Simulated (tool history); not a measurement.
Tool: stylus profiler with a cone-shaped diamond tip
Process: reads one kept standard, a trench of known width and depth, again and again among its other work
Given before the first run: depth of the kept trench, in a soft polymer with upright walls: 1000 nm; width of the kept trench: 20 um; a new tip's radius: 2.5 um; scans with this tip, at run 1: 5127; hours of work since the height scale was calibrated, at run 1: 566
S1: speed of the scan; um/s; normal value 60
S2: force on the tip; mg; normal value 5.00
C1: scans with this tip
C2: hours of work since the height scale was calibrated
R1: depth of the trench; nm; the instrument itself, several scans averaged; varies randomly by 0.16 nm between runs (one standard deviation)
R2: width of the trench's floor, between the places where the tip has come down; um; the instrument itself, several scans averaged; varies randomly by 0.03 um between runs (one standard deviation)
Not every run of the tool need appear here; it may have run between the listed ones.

run   hour   S1     S2    C1   C2       R1     R2
  1    0.0   60   5.00  5127  566  1022.87  15.25
  2   12.1   60   5.00  5187  572  1022.84  15.38
  3   23.5   60   5.00  5243  578  1022.81  15.36
  4   47.2  239   5.00  5360  591  1022.60  14.75
  5   63.2  239   5.00  5439  600  1022.86  14.73
  6   80.1  239   5.00  5522  609  1022.54  14.68
  7  100.3  239   5.00  5622  620  1022.81  14.73
  8  115.2  239   5.56  5695  628  1024.49  14.77
  9  137.8  239   5.56  5807  641  1024.47  14.72
 10  155.4   60   6.13  5893  650  1025.99  15.34
 11  170.1   55   6.13  5966  658  1025.97  15.31
 12  194.0   55   6.13  6084  671  1026.38  15.32
 13  210.8   55   6.13  6167  680  1026.13  15.26
 14  228.8   55   6.13  6255  690  1026.13  15.27
 15  250.2  103   5.00  6361  702  1023.21  15.07
 16  272.2  103   5.00  6470  714  1022.98  15.10
 17  287.8   60   3.76  6546  722  1019.25  15.18
 18  302.8   60  14.90  6620  730  1046.69  15.33
 19  328.2   60  14.90  6745  744  1046.78  15.23
 20  350.7   72  11.59  6856  756  1039.74  15.27
 21  366.6   78   8.05  6935  765  1031.32  15.24
 22  392.0   61   2.25  7060  779  1013.77  15.06
 23  415.8   61   9.51  7178  792  1034.82  15.20
 24  441.9   65   2.56  7306  806  1015.34  15.08
 25  461.9   57   4.93  7405  817  1022.78  15.19
 26  479.9   22  14.43  7494  827  1045.88  15.32
 27  499.1   69  14.43  7588  837  1045.81  15.21
 28  513.0   60   6.13  7657  845  1026.32  15.17
 29  532.5   60   6.13  7753  855  1026.47  15.16
 30  555.9   60   6.13  7868  868  1026.48  15.19
 31  566.6   60   6.13  7921  874  1026.61  15.11
     574.4  -- height scale calibrated on a step standard
 32  587.2   60   6.13  8020    7  1024.90  15.08
 33  612.2  182   2.11  8144   21  1012.26  14.42
 34  623.9   40   1.68  8201   27  1010.11  15.06

Below, some changes in R1 between adjacent runs. For each, the amount present without the hidden state too (settings, incoming material, random variation) and the amount remaining for the hidden state with gauge scatter not shared by both compared results:
Unlogged tool condition in this case: radius of the tip, um; height scale over the true one, %; drift of the gauge itself on depth_nm, %; drift of the gauge itself on floor_um, %.
Run 17 -> 18: S2 3.76 -> 14.90. R1 +27.44 nm: hidden state +0.04, all else +27.40.
Run 22 -> 23: S2 2.25 -> 9.51. R1 +21.05 nm: hidden state +0.05, all else +21.00.
Run 25 -> 26: S1 57 -> 22, S2 4.93 -> 14.43. R1 +23.10 nm: hidden state +0.05, all else +23.05.
Run 31 -> 32: height scale calibrated on a step standard. R1 -1.71 nm: hidden state -1.60, all else -0.11.

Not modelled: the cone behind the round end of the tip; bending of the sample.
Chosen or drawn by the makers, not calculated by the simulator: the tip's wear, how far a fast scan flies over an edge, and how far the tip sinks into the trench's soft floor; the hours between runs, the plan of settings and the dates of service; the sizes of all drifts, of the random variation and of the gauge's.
